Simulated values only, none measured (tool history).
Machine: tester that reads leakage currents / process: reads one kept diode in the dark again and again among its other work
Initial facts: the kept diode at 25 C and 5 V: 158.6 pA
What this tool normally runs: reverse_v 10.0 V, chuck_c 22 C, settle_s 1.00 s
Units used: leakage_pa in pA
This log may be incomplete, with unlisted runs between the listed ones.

run	day	reverse_v	chuck_c	settle_s	leakage_pa
1	0.000	10.0	22	1.00	163.14
2	3.892	10.0	22	1.00	162.62
3	6.217	10.0	22	1.00	163.66
4	10.604	10.0	22	1.00	164.03
5	14.558	10.0	22	1.00	163.08
6	19.129	10.0	22	1.00	163.57
7	23.633	14.5	32	1.45	455.80
8	26.142	6.2	22	2.66	129.08
9	29.217	1.2	40	0.61	330.01
10	32.621	3.3	25	1.50	128.89
11	36.221	1.0	39	1.60	279.67

Predict each of these 3 candidate next runs independently; none follows another, all start after run 11:
A	39.092	3.4	30	1.00	?
B	39.092	9.9	27	4.42	?
C	39.092	2.0	39	3.85	?

run	leakage_pa
A	204.20
B	248.22
C	368.81
Had the tool no hidden state, the same runs would have come out as:
run	leakage_pa
A	219.75
B	251.83
C	405.38
